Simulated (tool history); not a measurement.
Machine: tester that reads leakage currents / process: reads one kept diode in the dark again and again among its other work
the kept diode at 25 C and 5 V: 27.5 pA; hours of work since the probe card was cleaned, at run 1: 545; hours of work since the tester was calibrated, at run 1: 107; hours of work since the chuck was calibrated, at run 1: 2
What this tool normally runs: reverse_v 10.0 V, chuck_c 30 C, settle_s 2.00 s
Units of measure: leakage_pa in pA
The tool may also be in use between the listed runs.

| run | hour | reverse_v | chuck_c | settle_s | hours of work since the probe card was cleaned | hours of work since the tester was calibrated | hours of work since the chuck was calibrated | leakage_pa |
|---|---|---|---|---|---|---|---|---|
| 1 | 0.0 | 10.0 | 30 | 2.00 | 545 | 107 | 2 | 61.96 |
| 2 | 14.0 | 10.0 | 30 | 2.00 | 556 | 118 | 13 | 62.04 |
| 3 | 34.5 | 10.0 | 30 | 2.00 | 572 | 134 | 29 | 61.58 |
| 4 | 55.5 | 10.0 | 30 | 2.00 | 588 | 151 | 46 | 62.09 |
| 5 | 77.8 | 10.0 | 30 | 2.00 | 606 | 168 | 63 | 61.56 |
| 6 | 111.4 | 10.0 | 56 | 2.00 | 632 | 194 | 89 | 495.54 |
| 7 | 136.8 | 10.0 | 30 | 2.00 | 652 | 214 | 109 | 61.14 |
| 8 | 167.3 | 10.0 | 30 | 2.00 | 676 | 238 | 133 | 60.76 |
| 9 | 194.2 | 19.2 | 30 | 2.00 | 697 | 259 | 154 | 84.90 |
| 10 | 215.4 | 19.2 | 22 | 2.00 | 713 | 276 | 171 | 42.95 |
| 11 | 229.0 | 10.0 | 22 | 2.00 | 724 | 286 | 181 | 30.19 |
| 12 | 246.0 | 10.0 | 22 | 2.00 | 737 | 300 | 195 | 30.23 |
| 13 | 273.4 | 8.8 | 30 | 2.00 | 759 | 321 | 216 | 56.23 |
| 14 | 300.0 | 8.8 | 30 | 2.00 | 780 | 342 | 237 | 56.03 |
| 15 | 324.9 | 10.0 | 30 | 2.00 | 799 | 362 | 257 | 59.78 |
| 16 | 341.4 | 10.0 | 30 | 2.00 | 812 | 375 | 269 | 59.41 |
| 17 | 370.3 | 10.0 | 30 | 2.00 | 835 | 397 | 292 | 59.63 |
| 18 | 396.0 | 10.0 | 30 | 2.00 | 855 | 417 | 312 | 58.96 |
| 19 | 422.3 | 10.0 | 30 | 0.47 | 875 | 438 | 333 | 60.84 |
|  | 426.5 | chuck's temperature calibrated |
| 20 | 443.7 | 10.0 | 30 | 0.47 | 891 | 453 | 14 | 59.52 |
| 21 | 475.1 | 10.0 | 22 | 0.35 | 915 | 478 | 38 | 31.80 |
| 22 | 490.1 | 10.0 | 27 | 2.08 | 927 | 489 | 50 | 44.97 |
| 23 | 519.6 | 10.0 | 27 | 2.08 | 950 | 513 | 73 | 44.83 |
| 24 | 553.0 | 10.0 | 27 | 2.08 | 976 | 539 | 99 | 44.34 |
| 25 | 571.7 | 2.4 | 59 | 2.00 | 991 | 553 | 114 | 288.00 |
|  | 579.5 | chuck's temperature calibrated, once more |
| 26 | 588.1 | 5.4 | 30 | 4.07 | 1002 | 565 | 7 | 45.97 |
| 27 | 604.8 | 5.4 | 30 | 4.07 | 1015 | 578 | 20 | 45.73 |
|  | 610.8 | probe card cleaned and baked |
| 28 | 626.4 | 5.4 | 30 | 4.07 | 12 | 592 | 34 | 44.73 |
| 29 | 641.0 | 5.4 | 30 | 4.07 | 24 | 604 | 46 | 44.67 |
| 30 | 665.1 | 5.4 | 30 | 4.07 | 42 | 623 | 65 | 44.52 |
| 31 | 691.3 | 5.4 | 30 | 8.81 | 63 | 643 | 85 | 44.24 |
| 32 | 713.6 | 19.9 | 58 | 2.07 | 81 | 661 | 103 | 817.34 |
| 33 | 742.9 | 19.9 | 58 | 0.74 | 103 | 684 | 126 | 816.25 |
| 34 | 762.6 | 19.9 | 58 | 0.74 | 119 | 699 | 141 | 813.52 |
| 35 | 789.8 | 1.7 | 31 | 3.98 | 140 | 720 | 162 | 26.74 |

Expected results for the next run?
| 36 | 807.7 | 2.2 | 28 | 0.32 | 154 | 734 | 176 | ? |

Run 36 produced leakage_pa 24.08 pA.
On a tool with no hidden condition, and with the same random variation, this run would have come out at leakage_pa 24.86 pA.

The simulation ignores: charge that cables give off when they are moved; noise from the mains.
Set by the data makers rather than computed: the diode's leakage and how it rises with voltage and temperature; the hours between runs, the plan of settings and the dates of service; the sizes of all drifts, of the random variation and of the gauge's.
